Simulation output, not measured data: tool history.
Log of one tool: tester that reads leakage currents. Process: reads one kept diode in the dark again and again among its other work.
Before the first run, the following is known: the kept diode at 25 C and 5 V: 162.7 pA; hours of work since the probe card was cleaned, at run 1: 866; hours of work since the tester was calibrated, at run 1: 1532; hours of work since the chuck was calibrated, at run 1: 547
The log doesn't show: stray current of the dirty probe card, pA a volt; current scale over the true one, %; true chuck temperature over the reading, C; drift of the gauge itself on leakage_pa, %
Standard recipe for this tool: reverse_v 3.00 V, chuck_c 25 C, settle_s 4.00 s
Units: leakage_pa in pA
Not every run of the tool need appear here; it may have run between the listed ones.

run    hour  reverse_v  chuck_c  settle_s  hours of work since the probe card was cleaned  hours of work since the tester was calibrated  hours of work since the chuck was calibrated  leakage_pa
  1     0.0       3.00       25      4.00                                             866                                           1532                                           547      143.83
  2   273.3       3.00       25      4.00                                            1044                                           1710                                           724      148.46
  3   503.5       3.00       22      4.00                                            1193                                           1859                                           874      119.32
  4   752.1       3.00       22      4.00                                            1355                                           2020                                          1035      121.57
  5   896.8       3.00       22      4.00                                            1449                                           2114                                          1129      123.10
  6  1070.2       3.00       22      4.00                                            1561                                           2227                                          1241      125.11
  7  1282.1       2.25       25      4.00                                            1699                                           2364                                          1379      143.54
  8  1417.2       2.25       25      4.00                                            1786                                           2452                                          1467      145.32
  9  1562.0       3.00       49      4.00                                            1880                                           2546                                          1561      895.35
 10  1784.7       5.54       49      4.00                                            2025                                           2690                                          1705     1130.82
     1817.7  -- chuck's temperature calibrated
 11  1950.1       5.54       49      4.00                                            2131                                           2796                                            86      977.28
     2211.0  -- probe card cleaned and baked
 12  2244.6       5.54       49      4.00                                              22                                           2986                                           275      994.44
     2273.2  -- tester calibrated
 13  2455.8       5.76       40      4.00                                             158                                            119                                           411      550.41
 14  2715.1       5.76       40      4.00                                             326                                            287                                           579      561.64
 15  2905.6       6.56       23      0.85                                             449                                            410                                           703      169.48
 16  3175.5       3.00       41      4.00                                             625                                            586                                           878      486.60
 17  3326.4       7.54       26      4.00                                             723                                            684                                           976      232.56
     3477.4  -- tester calibrated, once more
 18  3520.6       1.57       22      8.45                                             847                                             28                                          1101       94.57
 19  3799.6       1.57       22      1.35                                            1028                                            209                                          1282       96.22
 20  3958.9       1.81       36      1.13                                            1132                                            313                                          1385      295.63
 21  4248.2       3.03       45      1.32                                            1320                                            500                                          1573      681.35
 22  4411.0       3.03       50      0.75                                            1425                                            606                                          1678      960.28
     4498.9  -- chuck's temperature calibrated
 23  4558.5       3.00       50      4.00                                            1520                                            700                                            39      816.36

Predict each of these 4 candidate next runs independently; none follows another, all start after run 23:
  A  4734.4       3.00       39      2.17                                            1634                                            814                                           153           ?
  B  4734.4       3.00       35      4.00                                            1634                                            814                                           153           ?
  C  4734.4      15.63       26      5.05                                            1634                                            814                                           153           ?
  D  4734.4       3.00       50      0.78                                            1634                                            814                                           153           ?

run  leakage_pa
  A      390.32
  B      294.98
  C      285.04
  D      828.77
With the hidden condition removed and each run's random variation left untouched, the same runs would have given:
run  leakage_pa
  A      380.98
  B      287.36
  C      270.19
  D      811.74

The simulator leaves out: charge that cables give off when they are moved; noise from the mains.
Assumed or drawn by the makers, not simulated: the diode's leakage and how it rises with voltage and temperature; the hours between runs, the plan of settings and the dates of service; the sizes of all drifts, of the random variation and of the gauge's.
